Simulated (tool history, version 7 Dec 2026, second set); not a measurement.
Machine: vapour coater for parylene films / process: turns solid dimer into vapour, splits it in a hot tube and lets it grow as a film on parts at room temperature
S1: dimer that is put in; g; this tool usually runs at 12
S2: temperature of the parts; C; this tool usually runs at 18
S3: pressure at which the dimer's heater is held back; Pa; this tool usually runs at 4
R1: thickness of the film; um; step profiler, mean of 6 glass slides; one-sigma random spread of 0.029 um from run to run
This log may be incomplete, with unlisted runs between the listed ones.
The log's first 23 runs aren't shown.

{"run": 24, "hour": 748.0, "S1": 15, "S2": 25, "S3": 3.53, "R1": 2.54}
{"run": 25, "hour": 780.1, "S1": 6, "S2": 25, "S3": 6.05, "R1": 0.97}
{"run": 26, "hour": 816.2, "S1": 14, "S2": 18, "S3": 5.33, "R1": 2.96}
{"run": 27, "hour": 842.9, "S1": 15, "S2": 20, "S3": 3.77, "R1": 3.01}
{"run": 28, "hour": 861.2, "S1": 15, "S2": 20, "S3": 3.77, "R1": 3.05}
{"run": 29, "hour": 889.8, "S1": 15, "S2": 19, "S3": 2.41, "R1": 3.35}
{"run": 30, "hour": 912.3, "S1": 6, "S2": 19, "S3": 2.69, "R1": 1.32}
{"run": 31, "hour": 934.5, "S1": 6, "S2": 19, "S3": 2.69, "R1": 1.29}
{"run": 32, "hour": 963.7, "S1": 16, "S2": 20, "S3": 4.46, "R1": 3.13}
{"run": 33, "hour": 992.3, "S1": 13, "S2": 16, "S3": 2.81, "R1": 3.12}
{"run": 34, "hour": 1016.6, "S1": 12, "S2": 13, "S3": 10.46, "R1": 2.72}
{"run": 35, "hour": 1058.2, "S1": 16, "S2": 29, "S3": 7.38, "R1": 1.99}
{"run": 36, "hour": 1093.1, "S1": 16, "S2": 29, "S3": 7.38, "R1": 2}
{"run": 37, "hour": 1121.8, "S1": 16, "S2": 29, "S3": 7.38, "R1": 1.99}
{"run": 38, "hour": 1160.8, "S1": 12, "S2": 18, "S3": 3.84, "R1": 2.5}
{"run": 39, "hour": 1202.7, "S1": 12, "S2": 18, "S3": 3.84, "R1": 2.51}
{"run": 40, "hour": 1236.0, "S1": 12, "S2": 12, "S3": 3.25, "R1": 3.24}
{"run": 41, "hour": 1255.8, "S1": 15, "S2": 20, "S3": 4, "R1": 2.87}
{"run": 42, "hour": 1300.6, "S1": 12, "S2": 20, "S3": 3.72, "R1": 2.31}
{"run": 43, "hour": 1340.7, "S1": 19, "S2": 17, "S3": 2.38, "R1": 4.32}
{"run": 44, "hour": 1360.6, "S1": 9, "S2": 18, "S3": 2.41, "R1": 1.94}
{"run": 45, "hour": 1379.3, "S1": 8, "S2": 26, "S3": 10.74, "R1": 1.05}
{"hour": 1402.1, "done": "trap's valve overhauled"}
{"run": 46, "hour": 1405.7, "S1": 8, "S2": 26, "S3": 10.74, "R1": 1.14}

What if the next run were any one of these 3? Each begins from the tool's condition after run 46:
{"run": "A", "hour": 1445.0, "S1": 10, "S2": 10, "S3": 10.74, "R1": "?"}
{"run": "B", "hour": 1445.0, "S1": 6, "S2": 11, "S3": 2.62, "R1": "?"}
{"run": "C", "hour": 1445.0, "S1": 6, "S2": 26, "S3": 6.07, "R1": "?"}

run=A R1=2.68
run=B R1=1.78
run=C R1=0.93
Stripped of hidden state, with their random variation kept, the same runs would have yielded:
run=A R1=2.79
run=B R1=1.8
run=C R1=0.97
